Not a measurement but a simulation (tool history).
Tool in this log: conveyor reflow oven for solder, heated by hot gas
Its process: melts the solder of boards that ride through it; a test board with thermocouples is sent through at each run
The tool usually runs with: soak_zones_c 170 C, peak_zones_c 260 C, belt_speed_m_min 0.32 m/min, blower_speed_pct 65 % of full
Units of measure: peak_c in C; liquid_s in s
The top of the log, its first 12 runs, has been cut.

run 13 hour=85.2 | soak_zones_c=170 peak_zones_c=260 belt_speed_m_min=0.282 blower_speed_pct=65 | peak_c=248.4 liquid_s=92.6
run 14 hour=89.7 | soak_zones_c=170 peak_zones_c=260 belt_speed_m_min=0.282 blower_speed_pct=65 | peak_c=249.1 liquid_s=93.1
run 15 hour=95.4 | soak_zones_c=157 peak_zones_c=260 belt_speed_m_min=0.32 blower_speed_pct=65 | peak_c=242.8 liquid_s=65.6
run 16 hour=100 | soak_zones_c=157 peak_zones_c=260 belt_speed_m_min=0.349 blower_speed_pct=65 | peak_c=240.2 liquid_s=55.5
run 17 hour=108.7 | soak_zones_c=170 peak_zones_c=274 belt_speed_m_min=0.32 blower_speed_pct=65 | peak_c=257.9 liquid_s=88.5
run 18 hour=115.3 | soak_zones_c=170 peak_zones_c=274 belt_speed_m_min=0.299 blower_speed_pct=65 | peak_c=260.5 liquid_s=97.6
run 19 hour=121.7 | soak_zones_c=170 peak_zones_c=260 belt_speed_m_min=0.32 blower_speed_pct=52 | peak_c=242.4 liquid_s=69.9
run 20 hour=130.7 | soak_zones_c=185 peak_zones_c=258 belt_speed_m_min=0.32 blower_speed_pct=65 | peak_c=245.7 liquid_s=85.4
run 21 hour=136.8 | soak_zones_c=185 peak_zones_c=254 belt_speed_m_min=0.353 blower_speed_pct=56 | peak_c=237.6 liquid_s=64.6

Run 22 is up next; what results do you expect?
run 22 hour=143.3 | soak_zones_c=185 peak_zones_c=254 belt_speed_m_min=0.353 blower_speed_pct=56 | peak_c=? liquid_s=?

{"run 22": {"peak_c": 237.9, "liquid_s": 64.5}}
Without the tool's hidden state the same run would have given peak_c 238.9 C, liquid_s 66 s.

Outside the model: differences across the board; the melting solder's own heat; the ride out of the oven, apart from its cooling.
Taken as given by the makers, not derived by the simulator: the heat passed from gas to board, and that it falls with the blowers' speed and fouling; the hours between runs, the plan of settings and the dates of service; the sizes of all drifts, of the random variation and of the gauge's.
